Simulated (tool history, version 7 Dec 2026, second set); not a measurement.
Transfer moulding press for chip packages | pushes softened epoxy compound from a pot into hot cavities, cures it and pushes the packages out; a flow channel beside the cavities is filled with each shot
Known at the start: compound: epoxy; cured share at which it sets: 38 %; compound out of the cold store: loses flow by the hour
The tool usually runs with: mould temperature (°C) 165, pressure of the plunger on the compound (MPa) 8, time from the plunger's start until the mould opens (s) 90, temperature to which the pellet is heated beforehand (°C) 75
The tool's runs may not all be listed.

| run | hour | mould temperature (°C) | pressure of the plunger on the compound (MPa) | time from the plunger's start until the mould opens (s) | temperature to which the pellet is heated beforehand (°C) | incoming compound's hours out of the cold store | length that the compound runs in the flow channel (mm) | greatest force on the pins that push the packages out (N) |
|---|---|---|---|---|---|---|---|---|
| 1 | 0 | 165 | 8 | 90 | 75 | 12.5 | 508.9 | 563 |
| 2 | 14.9 | 165 | 8 | 90 | 75 | 12.4 | 507.8 | 655 |
|  | 35.6 | plunger's sealing rings changed |
|  | 42.2 | cavities cleaned with cleaning compound and waxed |
| 3 | 51.5 | 165 | 8 | 90 | 75 | 22.6 | 508.6 | 850 |
|  | 61.9 | mould's thermocouples calibrated |
| 4 | 86.5 | 165 | 8 | 90 | 75 | 30.6 | 500.2 | 904 |
|  | 101.7 | cavities cleaned with cleaning compound and waxed |
| 5 | 114.9 | 165 | 8 | 90 | 75 | 36.5 | 486.1 | 569 |
| 6 | 145 | 165 | 8 | 114 | 75 | 45.3 | 472.3 | 648 |
|  | 158.8 | cavities cleaned with cleaning compound and waxed |
| 7 | 168.6 | 165 | 8 | 114 | 75 | 44.7 | 470.7 | 478 |
| 8 | 191.9 | 165 | 8 | 90 | 75 | 32.2 | 489.5 | 696 |
|  | 215.6 | cavities cleaned with cleaning compound and waxed |
|  | 225.7 | cavities cleaned with cleaning compound and waxed, once more |
| 9 | 229.5 | 165 | 8 | 90 | 67 | 9.7 | 522.2 | 467 |
| 10 | 257 | 165 | 8 | 90 | 67 | 42.9 | 470.2 | 656 |
|  | 282.5 | cavities cleaned with cleaning compound and waxed |
| 11 | 294 | 165 | 8 | 90 | 67 | 29.4 | 488.1 | 554 |
| 12 | 315.7 | 165 | 8 | 90 | 67 | 42.5 | 467.7 | 669 |
|  | 331.1 | plunger's sealing rings changed |
|  | 341 | cavities cleaned with cleaning compound and waxed |
| 13 | 345.1 | 165 | 8 | 90 | 75 | 29.3 | 501.1 | 459 |
| 14 | 367.4 | 165 | 8 | 90 | 75 | 20.2 | 515.3 | 676 |
| 15 | 388.1 | 168 | 6.01 | 90 | 77 | 46.1 | 404.3 | 682 |
|  | 399.1 | cavities cleaned with cleaning compound and waxed |
| 16 | 406.8 | 158 | 6.44 | 90 | 77 | 46 | 443.6 | 721 |
| 17 | 428.8 | 172 | 6.37 | 90 | 75 | 30.9 | 423.4 | 589 |
| 18 | 453.3 | 172 | 6.37 | 90 | 75 | 41.8 | 407.2 | 688 |
|  | 458 | cavities cleaned with cleaning compound and waxed |
| 19 | 482.9 | 171 | 7.7 | 90 | 66 | 12.8 | 492.4 | 562 |
| 20 | 510 | 171 | 7.7 | 90 | 66 | 17.6 | 484 | 688 |
|  | 515.7 | cavities cleaned with cleaning compound and waxed |
| 21 | 542.4 | 165 | 8 | 89 | 84 | 15.5 | 510 | 626 |
|  | 573.2 | cavities cleaned with cleaning compound and waxed |
| 22 | 576.1 | 159 | 9.42 | 89 | 84 | 22.9 | 559.9 | 636 |
| 23 | 607.7 | 159 | 9.42 | 89 | 84 | 18.3 | 564.6 | 947 |
|  | 623.4 | plunger's sealing rings changed |
|  | 632.3 | cavities cleaned with cleaning compound and waxed |
| 24 | 647.4 | 160 | 6.02 | 72 | 84 | 25.1 | 450.4 | 1140 |
| 25 | 680.3 | 169 | 8 | 90 | 72 | 40.1 | 470.3 | 672 |
|  | 691.2 | cavities cleaned with cleaning compound and waxed |
| 26 | 710.9 | 157 | 7.26 | 113 | 84 | 18.6 | 512.2 | 623 |
| 27 | 743.2 | 161 | 9.34 | 81 | 75 | 25.9 | 552.4 | 1056 |

Below, some changes in length that the compound runs in the flow channel (mm) between adjacent runs. For each, the amount present without the hidden state too (settings, incoming material, random variation) and the amount remaining for the hidden state with gauge scatter not shared by both compared results:
Hidden state present: true mould temperature over the reading, C; pressure that reaches the compound, % of what is set; grip of the stained cavities, % over clean ones'; drift of the gauge itself on flow_mm, %; drift of the gauge itself on push_out_n, %.
Run 2 -> 3: plunger's sealing rings changed, cavities cleaned with cleaning compound and waxed. length that the compound runs in the flow channel (mm) +0.8: hidden state +15.8, all else -15.
Run 14 -> 15: mould temperature (°C) 165 -> 168, pressure of the plunger on the compound (MPa) 8 -> 6.01, temperature to which the pellet is heated beforehand (°C) 75 -> 77. length that the compound runs in the flow channel (mm) -111: hidden state -0.1, all else -110.9.
Run 23 -> 24: mould temperature (°C) 159 -> 160, pressure of the plunger on the compound (MPa) 9.42 -> 6.02, time from the plunger's start until the mould opens (s) 89 -> 72, plunger's sealing rings changed, cavities cleaned with cleaning compound and waxed. length that the compound runs in the flow channel (mm) -114.2: hidden state +17.5, all else -131.7.
